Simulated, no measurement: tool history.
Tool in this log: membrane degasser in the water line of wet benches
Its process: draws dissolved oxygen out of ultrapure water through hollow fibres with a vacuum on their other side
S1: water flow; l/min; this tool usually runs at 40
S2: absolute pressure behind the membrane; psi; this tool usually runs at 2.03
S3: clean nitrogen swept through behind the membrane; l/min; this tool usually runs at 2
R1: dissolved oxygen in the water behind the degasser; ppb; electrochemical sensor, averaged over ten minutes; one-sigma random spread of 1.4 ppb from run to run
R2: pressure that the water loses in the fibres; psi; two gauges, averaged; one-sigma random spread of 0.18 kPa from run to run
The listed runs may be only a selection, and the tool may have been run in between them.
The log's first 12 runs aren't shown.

run      day  S1    S2    S3      R1     R2
 13   67.583  40  2.03     2   475.2  5.281
      68.083  -- vacuum gauge calibrated, once more
 14   72.983  40  2.03     2   471.5  5.259
 15   78.721  40  2.03     2     472  5.332
 16   82.804  40  2.03  2.27   421.9  5.348
 17   87.117  40  2.03  2.27   424.6  5.308
 18   90.325  40  2.86     2   696.3   5.32
 19   96.067  40  2.86  3.49   434.1  5.323
 20  101.175  40  4.89  1.04  1913.7   5.35
 21   105.75  40  4.89  1.04  1911.2  5.349
 22  110.342  58  4.53  1.11  2190.6  7.783
 23    113.7  40  2.03   1.2     705  5.327
 24  117.029  40  1.87     2   429.5  5.348
 25  121.429  40  1.74  4.04   215.4   5.34
 26  126.154  50  1.32  4.46   175.6  6.707
 27   131.55  50  1.32  4.46   175.9  6.633
 28  137.767  50  1.32  4.46   175.1  6.676
 29  140.883  47  1.99  0.86   997.1  6.305
 30  146.542  40  3.86  1.23  1378.8  5.343
 31  151.012  47  2.03  1.87   574.6  6.366
 32  155.775  51  4.24  4.88   619.9  6.868
 33  160.396  51  4.24  4.88   621.7  6.873

Each row is a separate what-if for the run after 33, all from the same tool condition, not one after another. Results?
  A  164.571  51  4.24  1.14   ?   ?
  B  164.571  41  4.24  5.37   ?   ?
  C  164.571  25  2.06     2   ?   ?

run     R1     R2
  A   1858  6.779
  B  466.6  5.522
  C  316.2  3.372
With the hidden condition removed and each run's random variation left untouched, the same runs would have given:
run      R1    R2
  A  1852.5  6.53
  B   461.2  5.32
  C   312.6  3.25
